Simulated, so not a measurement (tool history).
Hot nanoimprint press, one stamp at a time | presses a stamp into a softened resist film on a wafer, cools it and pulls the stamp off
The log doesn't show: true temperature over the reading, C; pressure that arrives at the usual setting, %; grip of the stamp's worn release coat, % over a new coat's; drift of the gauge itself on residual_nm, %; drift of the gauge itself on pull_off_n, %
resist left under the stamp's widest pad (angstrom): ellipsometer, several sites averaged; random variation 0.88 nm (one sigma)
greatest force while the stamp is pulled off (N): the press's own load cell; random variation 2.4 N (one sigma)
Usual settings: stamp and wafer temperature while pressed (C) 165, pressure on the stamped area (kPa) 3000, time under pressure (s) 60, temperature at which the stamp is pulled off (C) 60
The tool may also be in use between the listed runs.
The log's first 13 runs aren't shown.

run     day  stamp and wafer temperature while pressed (C)  pressure on the stamped area (kPa)  time under pressure (s)  temperature at which the stamp is pulled off (C)  hours of work since the thermocouple was calibrated  imprints on the stamp's release coat  hours of work since the press's seals were changed  resist left under the stamp's widest pad (angstrom)  greatest force while the stamp is pulled off (N)
 14    6.15                                            165                                3000                       60                                                51                                                  417                                   154                                                 273                                                 2361                                               187
 15    6.55                                            165                                3000                       60                                                51                                                  421                                   174                                                 277                                                 2357                                               184
      6.738  -- plate thermocouple calibrated
 16   7.262                                            165                                3000                       60                                                56                                                    5                                   203                                                 283                                                 2343                                               172
      8.038  -- plate thermocouple calibrated, once more
 17   8.067                                            168                                2680                       60                                                60                                                    0                                   236                                                 289                                                 2302                                               161
 18   8.446                                            168                                2680                       60                                                60                                                    4                                   255                                                 293                                                 2321                                               160
 19   8.875                                            168                                2680                       60                                                60                                                    8                                   276                                                 297                                                 2300                                               160
 20   9.208                                            173                                2680                       60                                                65                                                   12                                   292                                                 301                                                 1868                                               147
 21   9.829                                            173                                2680                       60                                                65                                                   18                                   323                                                 307                                                 1868                                               149
 22    10.2                                            165                                2250                       92                                                60                                                   21                                   341                                                 310                                                 2400                                               170
 23  10.479                                            157                                2250                       92                                                57                                                   24                                   355                                                 313                                                 3411                                               176
 24  11.108                                            157                                2220                       32                                                57                                                   30                                   386                                                 319                                                 4769                                               175
 25  11.658                                            165                                3000                       60                                                67                                                   36                                   413                                                 325                                                 2485                                               140
 26  12.196                                            162                                3000                       98                                                55                                                   41                                   439                                                 330                                                 2324                                               191

Run 27 comes next. What will it give?
 27  12.567                                            174                                3770                       87                                                51                                                   45                                   457                                                 334                                                    ?                                                 ?

Run 27 gave resist left under the stamp's widest pad (angstrom) 1278, greatest force while the stamp is pulled off (N) 205.
Without the tool's hidden state the same run would have given resist left under the stamp's widest pad (angstrom) 1269, greatest force while the stamp is pulled off (N) 184.
